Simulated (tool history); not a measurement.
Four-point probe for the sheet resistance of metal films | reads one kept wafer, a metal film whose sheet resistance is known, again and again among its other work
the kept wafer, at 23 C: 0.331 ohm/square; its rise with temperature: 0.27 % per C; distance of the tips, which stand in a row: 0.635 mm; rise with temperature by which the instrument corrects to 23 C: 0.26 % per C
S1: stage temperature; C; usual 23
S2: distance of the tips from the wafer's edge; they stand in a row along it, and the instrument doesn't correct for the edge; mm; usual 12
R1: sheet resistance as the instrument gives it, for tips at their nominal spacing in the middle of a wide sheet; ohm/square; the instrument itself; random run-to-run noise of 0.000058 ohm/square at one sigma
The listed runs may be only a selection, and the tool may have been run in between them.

run	hour	S1	S2	R1
1	0.0	23	12	0.332087
2	15.9	23	12	0.331980
3	35.7	23	12	0.331990
4	45.7	23	12	0.331982
5	64.0	18	12	0.331806
6	80.2	18	32	0.331457
7	94.0	18	32	0.331288
8	114.0	27	73	0.331682
9	125.4	29	73	0.331685
10	140.4	30	22	0.331879
11	154.2	30	40	0.331780
12	174.5	30	40	0.331825

Branching from run 12: 3 alternative next runs. What would each branch give?
A	189.3	28	35	?
B	189.3	27	40	?
C	189.3	21	23	?

run	R1
A	0.331661
B	0.331661
C	0.331617
With no hidden state in the tool, these same runs would have given:
run	R1
A	0.331095
B	0.331095
C	0.331055
